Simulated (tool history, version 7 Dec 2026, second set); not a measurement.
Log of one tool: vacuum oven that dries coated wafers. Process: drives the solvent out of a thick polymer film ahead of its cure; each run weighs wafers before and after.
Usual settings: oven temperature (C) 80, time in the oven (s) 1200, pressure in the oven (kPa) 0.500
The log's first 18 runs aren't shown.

Run 19, day 10.917: usual settings. Result: solvent left in the film (%) 1.64.
Run 20, day 11.512: usual settings but time in the oven (s) 1260. Result: solvent left in the film (%) 1.47.
Run 21, day 11.967: usual settings but oven temperature (C) 85, time in the oven (s) 1260. Result: solvent left in the film (%) 0.77.
Run 22, day 12.392: usual settings but oven temperature (C) 85, time in the oven (s) 780. Result: solvent left in the film (%) 1.87.
Run 23, day 13.183: usual settings but oven temperature (C) 85, time in the oven (s) 780. Result: solvent left in the film (%) 1.84.
Run 24, day 14.058: usual settings but time in the oven (s) 1080, pressure in the oven (kPa) 0.708. Result: solvent left in the film (%) 2.05.
Run 25, day 14.858: usual settings but time in the oven (s) 1440, pressure in the oven (kPa) 1.098. Result: solvent left in the film (%) 1.60.
Run 26, day 15.404: usual settings but oven temperature (C) 67, time in the oven (s) 840, pressure in the oven (kPa) 0.401. Result: solvent left in the film (%) 7.22.
Run 27, day 16.125: usual settings but oven temperature (C) 83, time in the oven (s) 1020, pressure in the oven (kPa) 0.635. Result: solvent left in the film (%) 1.54.
Run 28, day 16.529: usual settings but oven temperature (C) 69, pressure in the oven (kPa) 0.516. Result: solvent left in the film (%) 4.90.
Run 29, day 17.221: usual settings but oven temperature (C) 69, time in the oven (s) 1140, pressure in the oven (kPa) 0.516. Result: solvent left in the film (%) 5.25.
Run 30, day 17.750: usual settings but time in the oven (s) 1380. Result: solvent left in the film (%) 1.26.
Run 31, day 18.296: usual settings but time in the oven (s) 1380. Result: solvent left in the film (%) 1.17.
Run 32, day 18.979: usual settings but oven temperature (C) 66, time in the oven (s) 1560, pressure in the oven (kPa) 1.184. Result: solvent left in the film (%) 5.41.
Run 33, day 19.379: usual settings but oven temperature (C) 66, time in the oven (s) 1560, pressure in the oven (kPa) 1.184. Result: solvent left in the film (%) 5.47.
Run 34, day 20.167: usual settings but oven temperature (C) 66, time in the oven (s) 1080, pressure in the oven (kPa) 1.722. Result: solvent left in the film (%) 7.51.
Run 35, day 21.046: usual settings but oven temperature (C) 94, pressure in the oven (kPa) 0.309. Result: solvent left in the film (%) 0.24.
Run 36, day 21.838: usual settings but oven temperature (C) 94, time in the oven (s) 780, pressure in the oven (kPa) 1.996. Result: solvent left in the film (%) 1.14.
Run 37, day 22.358: usual settings but oven temperature (C) 94, time in the oven (s) 660, pressure in the oven (kPa) 0.417. Result: solvent left in the film (%) 0.69.
Run 38, day 22.871: usual settings but oven temperature (C) 94, time in the oven (s) 660, pressure in the oven (kPa) 0.417. Result: solvent left in the film (%) 0.68.
Run 39, day 23.762: usual settings but oven temperature (C) 82, time in the oven (s) 900, pressure in the oven (kPa) 0.613. Result: solvent left in the film (%) 2.12.
Run 40, day 24.462: usual settings but oven temperature (C) 82, time in the oven (s) 900, pressure in the oven (kPa) 0.613. Result: solvent left in the film (%) 2.19.
Run 41, day 25.008: usual settings but oven temperature (C) 82, time in the oven (s) 660, pressure in the oven (kPa) 0.613. Result: solvent left in the film (%) 3.44.
Run 42, day 25.638: usual settings but oven temperature (C) 82, time in the oven (s) 660, pressure in the oven (kPa) 0.613. Result: solvent left in the film (%) 3.38.
Run 43, day 26.196: usual settings but oven temperature (C) 89, time in the oven (s) 960. Result: solvent left in the film (%) 0.70.

Forecast each of these 5 alternatives for the next run:
Run A, day 26.667: usual settings but oven temperature (C) 65, time in the oven (s) 1980, pressure in the oven (kPa) 0.405. Result: solvent left in the film (%) ?.
Run B, day 26.667: usual settings but oven temperature (C) 66. Result: solvent left in the film (%) ?.
Run C, day 26.667: usual settings but oven temperature (C) 95, pressure in the oven (kPa) 1.768. Result: solvent left in the film (%) ?.
Run D, day 26.667: usual settings but oven temperature (C) 75, time in the oven (s) 1020, pressure in the oven (kPa) 0.522. Result: solvent left in the film (%) ?.
Run E, day 26.667: usual settings but oven temperature (C) 90, time in the oven (s) 1440, pressure in the oven (kPa) 0.657. Result: solvent left in the film (%) ?.

run  solvent left in the film (%)
  A                          4.02
  B                          5.97
  C                          0.71
  D                          3.63
  E                          0.36
Without the tool's hidden state the same runs would have given:
run  solvent left in the film (%)
  A                          3.98
  B                          5.94
  C                          0.71
  D                          3.61
  E                          0.36
